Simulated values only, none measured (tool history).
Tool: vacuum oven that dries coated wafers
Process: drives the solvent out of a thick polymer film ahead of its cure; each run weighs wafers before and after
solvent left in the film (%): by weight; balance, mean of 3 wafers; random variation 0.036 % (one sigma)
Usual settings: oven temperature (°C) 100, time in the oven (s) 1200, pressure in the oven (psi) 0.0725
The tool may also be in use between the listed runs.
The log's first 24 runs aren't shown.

| run | day | oven temperature (°C) | time in the oven (s) | pressure in the oven (psi) | hours of work since the thermocouples were calibrated | hours of work since the vacuum gauge was cleaned of residue | solvent left in the film (%) |
|---|---|---|---|---|---|---|---|
| 25 | 25.071 | 102 | 1680 | 0.2274 | 820 | 1205 | 2.13 |
| 26 | 26.333 | 100 | 1740 | 0.1938 | 842 | 1227 | 2.1 |
| 27 | 27.45 | 100 | 1020 | 0.0927 | 862 | 1247 | 2.89 |
| 28 | 28.262 | 100 | 1020 | 0.0927 | 876 | 1261 | 2.8 |
| 29 | 29.329 | 89 | 1020 | 0.2171 | 895 | 1280 | 6.53 |
| 30 | 30.121 | 109 | 1200 | 0.1095 | 909 | 1294 | 1.1 |
| 31 | 30.996 | 100 | 1200 | 0.0399 | 925 | 1310 | 1.9 |
| 32 | 31.742 | 100 | 1200 | 0.0399 | 938 | 1323 | 1.94 |
| 33 | 33.054 | 96 | 780 | 0.2659 | 961 | 1346 | 6.07 |
| 34 | 34.421 | 100 | 1140 | 0.2659 | 985 | 1370 | 3.67 |
| 35 | 35.85 | 100 | 1140 | 0.2659 | 1010 | 1395 | 3.72 |
| 36 | 37.117 | 100 | 1140 | 0.2659 | 1033 | 1418 | 3.58 |
| 37 | 38.383 | 100 | 1200 | 0.1112 | 1055 | 1440 | 2.4 |
| 38 | 39.421 | 110 | 1020 | 0.0467 | 1073 | 1458 | 1.01 |
| 39 | 40.058 | 110 | 1380 | 0.0965 | 1085 | 1470 | 0.74 |
| 40 | 41.179 | 112 | 1020 | 0.0725 | 1105 | 1489 | 0.94 |
| 41 | 42.317 | 99 | 660 | 0.1197 | 1125 | 1510 | 5.09 |
| 42 | 43.583 | 100 | 1380 | 0.0725 | 1147 | 1532 | 1.71 |
| 43 | 44.8 | 103 | 1200 | 0.2477 | 1168 | 1553 | 2.76 |
| 44 | 45.458 | 87 | 1200 | 0.0725 | 1180 | 1565 | 5.02 |
| 45 | 46.296 | 93 | 1380 | 0.1577 | 1195 | 1580 | 3.74 |
| 46 | 47.392 | 92 | 1140 | 0.0467 | 1214 | 1599 | 3.87 |
| 47 | 48.3 | 92 | 1140 | 0.0467 | 1230 | 1615 | 3.84 |
| 48 | 49.308 | 96 | 660 | 0.1065 | 1248 | 1633 | 5.7 |

3 ways to go on from here, each from the tool as it stands after run 48. What would each give?
| A | 50.312 | 109 | 660 | 0.1065 | 1266 | 1651 | ? |
| B | 50.312 | 100 | 1200 | 0.0564 | 1266 | 1651 | ? |
| C | 50.312 | 92 | 960 | 0.1065 | 1266 | 1651 | ? |

| run | solvent left in the film (%) |
|---|---|
| A | 2.8 |
| B | 2.02 |
| C | 5.11 |
Without the tool's hidden state the same runs would have given:
| run | solvent left in the film (%) |
|---|---|
| A | 2.78 |
| B | 2 |
| C | 5.08 |
